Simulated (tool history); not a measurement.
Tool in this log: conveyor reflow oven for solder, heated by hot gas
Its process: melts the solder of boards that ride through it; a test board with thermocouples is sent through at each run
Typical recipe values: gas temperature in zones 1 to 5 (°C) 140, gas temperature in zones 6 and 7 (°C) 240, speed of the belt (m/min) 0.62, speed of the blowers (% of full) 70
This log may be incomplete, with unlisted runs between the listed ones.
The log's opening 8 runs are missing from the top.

run   hour  gas temperature in zones 1 to 5 (°C)  gas temperature in zones 6 and 7 (°C)  speed of the belt (m/min)  speed of the blowers (% of full)  highest temperature of the board (°C)  time above the solder's melting point (s)
  9  159.2                                   140                                    240                      0.604                                70                                  220.7                                       47.3
 10  173.6                                   140                                    240                      0.604                                70                                  220.4                                       46.4
 11  186.8                                   140                                    240                      0.604                                70                                  220.5                                       46.9
 12  204.4                                   140                                    240                       0.62                                70                                  219.8                                         45
 13  227.8                                   140                                    240                      0.702                                70                                  214.9                                       36.6
     234.4  -- belt drive overhauled, speed set with a stopwatch
 14  257.2                                   140                                    240                       0.62                                70                                  219.7                                       45.7
     275.4  -- flux residue cleaned out of gas plates and filters
 15  288.5                                   140                                    237                       0.62                                70                                  218.1                                         45
 16  308.6                                   140                                    237                       0.62                                70                                  218.7                                       45.1
 17  323.8                                   140                                    237                       0.62                                70                                  218.2                                       45.3
 18  337.8                                   140                                    237                       0.62                                70                                  218.1                                       45.2
 19  353.2                                   140                                    240                      0.685                                78                                  218.9                                       40.9
     368.7  -- belt drive overhauled, speed set with a stopwatch, once more
 20  388.3                                   140                                    240                      0.685                                78                                  217.9                                       39.2
 21  414.8                                   138                                    247                      0.633                                71                                  224.8                                       46.2
 22  434.8                                   131                                    239                      0.709                                90                                  216.1                                         35
 23  465.5                                   131                                    239                      0.709                                90                                  215.8                                       34.8
 24  491.7                                   131                                    234                      0.507                                90                                  223.1                                         56
 25  513.6                                   131                                    234                      0.507                                90                                  222.7                                         56
 26  537.5                                   131                                    234                      0.534                                65                                  217.9                                       48.7
 27  553.3                                   131                                    234                      0.534                                65                                  217.2                                       48.5
 28  581.7                                   140                                    240                      0.716                                71                                  214.4                                       35.3
 29  595.6                                   140                                    240                      0.716                                71                                  215.2                                       36.1
 30  627.1                                   149                                    240                      0.697                                70                                  217.4                                       41.2
 31  651.9                                   141                                    240                       0.62                                73                                  220.8                                       46.2
 32    674                                   141                                    240                       0.62                                73                                  221.4                                       45.7

Branching from run 32: 3 alternative next runs. What would each branch give?
  A  696.9                                   149                                    240                       0.62                                73                                      ?                                          ?
  B  696.9                                   135                                    244                       0.71                                70                                      ?                                          ?
  C  696.9                                   140                                    240                      0.706                                81                                      ?                                          ?

run  highest temperature of the board (°C)  time above the solder's melting point (s)
  A                                  222.5                                       49.2
  B                                  216.3                                         36
  C                                  217.1                                       38.1
Had the tool no hidden state, the same runs would have come out as:
run  highest temperature of the board (°C)  time above the solder's melting point (s)
  A                                  222.2                                       48.8
  B                                  216.4                                       35.9
  C                                  217.1                                         38

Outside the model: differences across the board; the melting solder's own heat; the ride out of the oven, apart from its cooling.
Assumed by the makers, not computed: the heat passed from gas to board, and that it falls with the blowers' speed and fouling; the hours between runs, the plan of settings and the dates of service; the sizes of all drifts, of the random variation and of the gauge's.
